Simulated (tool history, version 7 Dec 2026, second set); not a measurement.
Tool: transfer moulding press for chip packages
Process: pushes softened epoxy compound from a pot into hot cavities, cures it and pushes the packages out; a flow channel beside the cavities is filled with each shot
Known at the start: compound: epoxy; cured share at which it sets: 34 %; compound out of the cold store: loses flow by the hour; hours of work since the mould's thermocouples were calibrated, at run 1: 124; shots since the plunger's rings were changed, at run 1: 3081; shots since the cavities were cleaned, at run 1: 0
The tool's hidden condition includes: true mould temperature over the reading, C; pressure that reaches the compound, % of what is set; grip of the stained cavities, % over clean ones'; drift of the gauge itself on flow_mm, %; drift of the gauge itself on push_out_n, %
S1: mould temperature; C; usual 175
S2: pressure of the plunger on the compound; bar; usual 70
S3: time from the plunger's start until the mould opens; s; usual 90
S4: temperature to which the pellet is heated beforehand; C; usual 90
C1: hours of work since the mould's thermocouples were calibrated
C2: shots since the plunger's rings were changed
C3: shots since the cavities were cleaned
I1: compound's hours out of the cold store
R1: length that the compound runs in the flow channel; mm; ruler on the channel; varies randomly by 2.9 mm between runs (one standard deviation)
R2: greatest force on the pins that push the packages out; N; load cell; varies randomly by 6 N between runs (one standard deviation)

{"run": 1, "hour": 0.0, "S1": 175, "S2": 70, "S3": 90, "S4": 90, "C1": 124, "C2": 3081, "C3": 0, "I1": 25.4, "R1": 753, "R2": 228}
{"hour": 36.4, "done": "cavities cleaned with cleaning compound and waxed"}
{"run": 2, "hour": 61.0, "S1": 175, "S2": 70, "S3": 90, "S4": 90, "C1": 163, "C2": 3853, "C3": 320, "I1": 32.6, "R1": 712, "R2": 453}
{"hour": 72.1, "done": "cavities cleaned with cleaning compound and waxed"}
{"hour": 96.7, "done": "plunger's sealing rings changed"}
{"hour": 111.4, "done": "cavities cleaned with cleaning compound and waxed"}
{"hour": 146.1, "done": "cavities cleaned with cleaning compound and waxed"}
{"run": 3, "hour": 146.1, "S1": 172, "S2": 70, "S3": 90, "S4": 90, "C1": 215, "C2": 602, "C3": 0, "I1": 8.9, "R1": 885, "R2": 285}
{"hour": 186.4, "done": "cavities cleaned with cleaning compound and waxed"}
{"run": 4, "hour": 193.1, "S1": 172, "S2": 70, "S3": 90, "S4": 90, "C1": 245, "C2": 1192, "C3": 87, "I1": 29.5, "R1": 761, "R2": 321}
{"hour": 226.3, "done": "cavities cleaned with cleaning compound and waxed"}
{"run": 5, "hour": 257.5, "S1": 175, "S2": 70, "S3": 90, "S4": 90, "C1": 286, "C2": 2007, "C3": 404, "I1": 22.4, "R1": 774, "R2": 402}
{"hour": 264.0, "done": "cavities cleaned with cleaning compound and waxed"}
{"hour": 271.3, "done": "cavities cleaned with cleaning compound and waxed, once more"}
{"hour": 310.3, "done": "cavities cleaned with cleaning compound and waxed"}
{"run": 6, "hour": 313.9, "S1": 175, "S2": 70, "S3": 90, "S4": 90, "C1": 320, "C2": 2680, "C3": 46, "I1": 33.6, "R1": 716, "R2": 239}
{"hour": 350.1, "done": "cavities cleaned with cleaning compound and waxed"}
{"run": 7, "hour": 373.7, "S1": 175, "S2": 70, "S3": 90, "S4": 90, "C1": 359, "C2": 3436, "C3": 306, "I1": 24.7, "R1": 750, "R2": 356}
{"hour": 386.0, "done": "cavities cleaned with cleaning compound and waxed"}
{"hour": 420.8, "done": "cavities cleaned with cleaning compound and waxed"}
{"hour": 441.0, "done": "plunger's sealing rings changed"}
{"hour": 462.8, "done": "cavities cleaned with cleaning compound and waxed"}
{"run": 8, "hour": 463.4, "S1": 175, "S2": 70, "S3": 90, "S4": 90, "C1": 413, "C2": 271, "C3": 8, "I1": 10, "R1": 873, "R2": 253}
{"hour": 502.8, "done": "cavities cleaned with cleaning compound and waxed"}
{"hour": 518.5, "done": "mould's thermocouples calibrated"}
{"hour": 539.8, "done": "cavities cleaned with cleaning compound and waxed"}
{"run": 9, "hour": 552.4, "S1": 175, "S2": 82.1, "S3": 90, "S4": 90, "C1": 21, "C2": 1360, "C3": 164, "I1": 22.6, "R1": 852, "R2": 302}
{"hour": 576.6, "done": "cavities cleaned with cleaning compound and waxed"}
{"hour": 614.2, "done": "cavities cleaned with cleaning compound and waxed"}
{"run": 10, "hour": 635.0, "S1": 175, "S2": 82.1, "S3": 90, "S4": 90, "C1": 74, "C2": 2393, "C3": 270, "I1": 10.5, "R1": 913, "R2": 364}
{"hour": 653.6, "done": "cavities cleaned with cleaning compound and waxed"}
{"hour": 691.6, "done": "cavities cleaned with cleaning compound and waxed"}
{"run": 11, "hour": 705.4, "S1": 175, "S2": 82.1, "S3": 90, "S4": 90, "C1": 118, "C2": 3267, "C3": 180, "I1": 29.6, "R1": 787, "R2": 309}
{"hour": 727.2, "done": "cavities cleaned with cleaning compound and waxed"}
{"hour": 766.6, "done": "cavities cleaned with cleaning compound and waxed"}
{"hour": 786.0, "done": "plunger's sealing rings changed"}
{"run": 12, "hour": 787.9, "S1": 175, "S2": 82.1, "S3": 90, "S4": 90, "C1": 169, "C2": 24, "C3": 243, "I1": 13.3, "R1": 922, "R2": 366}
{"hour": 807.5, "done": "cavities cleaned with cleaning compound and waxed"}
{"hour": 847.4, "done": "cavities cleaned with cleaning compound and waxed"}
{"run": 13, "hour": 873.1, "S1": 181, "S2": 67.9, "S3": 90, "S4": 83, "C1": 223, "C2": 1090, "C3": 332, "I1": 30.1, "R1": 730, "R2": 336}
{"hour": 888.0, "done": "cavities cleaned with cleaning compound and waxed"}
{"hour": 923.3, "done": "cavities cleaned with cleaning compound and waxed"}
{"run": 14, "hour": 945.3, "S1": 175, "S2": 70, "S3": 90, "S4": 91, "C1": 269, "C2": 1988, "C3": 286, "I1": 24.5, "R1": 766, "R2": 358}
{"hour": 959.8, "done": "cavities cleaned with cleaning compound and waxed"}
{"hour": 996.2, "done": "cavities cleaned with cleaning compound and waxed"}
{"run": 15, "hour": 1028.9, "S1": 175, "S2": 70, "S3": 90, "S4": 91, "C1": 322, "C2": 3033, "C3": 424, "I1": 35.1, "R1": 705, "R2": 379}
{"hour": 1035.5, "done": "cavities cleaned with cleaning compound and waxed"}
{"hour": 1073.6, "done": "cavities cleaned with cleaning compound and waxed"}
{"run": 16, "hour": 1090.0, "S1": 171, "S2": 87.3, "S3": 73, "S4": 86, "C1": 360, "C2": 3787, "C3": 213, "I1": 11.7, "R1": 924, "R2": 675}
{"hour": 1110.5, "done": "cavities cleaned with cleaning compound and waxed"}
{"hour": 1128.5, "done": "plunger's sealing rings changed"}
{"run": 17, "hour": 1142.5, "S1": 175, "S2": 52.7, "S3": 90, "S4": 86, "C1": 392, "C2": 182, "C3": 383, "I1": 16.5, "R1": 723, "R2": 388}
{"hour": 1148.0, "done": "cavities cleaned with cleaning compound and waxed"}
{"hour": 1183.3, "done": "cavities cleaned with cleaning compound and waxed"}
{"run": 18, "hour": 1204.6, "S1": 173, "S2": 52.7, "S3": 90, "S4": 86, "C1": 431, "C2": 948, "C3": 276, "I1": 8, "R1": 760, "R2": 419}
{"hour": 1220.9, "done": "cavities cleaned with cleaning compound and waxed"}
{"hour": 1228.7, "done": "mould's thermocouples calibrated"}
{"hour": 1261.6, "done": "cavities cleaned with cleaning compound and waxed"}
{"run": 19, "hour": 1277.5, "S1": 171, "S2": 52.7, "S3": 90, "S4": 93, "C1": 31, "C2": 1829, "C3": 206, "I1": 21.6, "R1": 684, "R2": 361}
{"hour": 1296.7, "done": "cavities cleaned with cleaning compound and waxed"}
{"hour": 1331.9, "done": "cavities cleaned with cleaning compound and waxed"}
{"run": 20, "hour": 1353.9, "S1": 171, "S2": 52.7, "S3": 90, "S4": 97, "C1": 80, "C2": 2781, "C3": 286, "I1": 36.8, "R1": 614, "R2": 385}
{"hour": 1370.8, "done": "cavities cleaned with cleaning compound and waxed"}
{"hour": 1406.3, "done": "cavities cleaned with cleaning compound and waxed"}
{"run": 21, "hour": 1406.3, "S1": 171, "S2": 52.7, "S3": 90, "S4": 97, "C1": 112, "C2": 3422, "C3": 0, "I1": 18.1, "R1": 684, "R2": 275}
{"hour": 1446.2, "done": "cavities cleaned with cleaning compound and waxed"}
{"run": 22, "hour": 1452.5, "S1": 171, "S2": 52.7, "S3": 90, "S4": 97, "C1": 142, "C2": 4000, "C3": 81, "I1": 21.9, "R1": 664, "R2": 303}
{"hour": 1477.4, "done": "plunger's sealing rings changed"}
{"hour": 1489.6, "done": "cavities cleaned with cleaning compound and waxed"}
{"run": 23, "hour": 1495.0, "S1": 171, "S2": 52.7, "S3": 90, "S4": 97, "C1": 167, "C2": 210, "C3": 70, "I1": 45.5, "R1": 601, "R2": 306}
{"hour": 1526.3, "done": "cavities cleaned with cleaning compound and waxed"}
{"hour": 1563.0, "done": "cavities cleaned with cleaning compound and waxed"}
{"run": 24, "hour": 1563.0, "S1": 178, "S2": 52.7, "S3": 83, "S4": 97, "C1": 210, "C2": 1053, "C3": 0, "I1": 18.7, "R1": 692, "R2": 225}

For some of the steps in R1 from one run to the next: how much would appear even if the tool had no hidden state, given the settings, what came in and random variation, and how much remains for the hidden state plus any gauge scatter that the measured result and the result without hidden state don't share?
Run 11 -> 12: cavities cleaned with cleaning compound and waxed, cavities cleaned with cleaning compound and waxed, plunger's sealing rings changed. R1 +135 mm: hidden state +39, all else +96.
Run 15 -> 16: S1 175 -> 171, S2 70 -> 87.3, S3 90 -> 73, S4 91 -> 86, cavities cleaned with cleaning compound and waxed, cavities cleaned with cleaning compound and waxed. R1 +219 mm: hidden state -21, all else +240.
Run 16 -> 17: S1 171 -> 175, S2 87.3 -> 52.7, S3 73 -> 90, cavities cleaned with cleaning compound and waxed, plunger's sealing rings changed. R1 -201 mm: hidden state +51, all else -252.

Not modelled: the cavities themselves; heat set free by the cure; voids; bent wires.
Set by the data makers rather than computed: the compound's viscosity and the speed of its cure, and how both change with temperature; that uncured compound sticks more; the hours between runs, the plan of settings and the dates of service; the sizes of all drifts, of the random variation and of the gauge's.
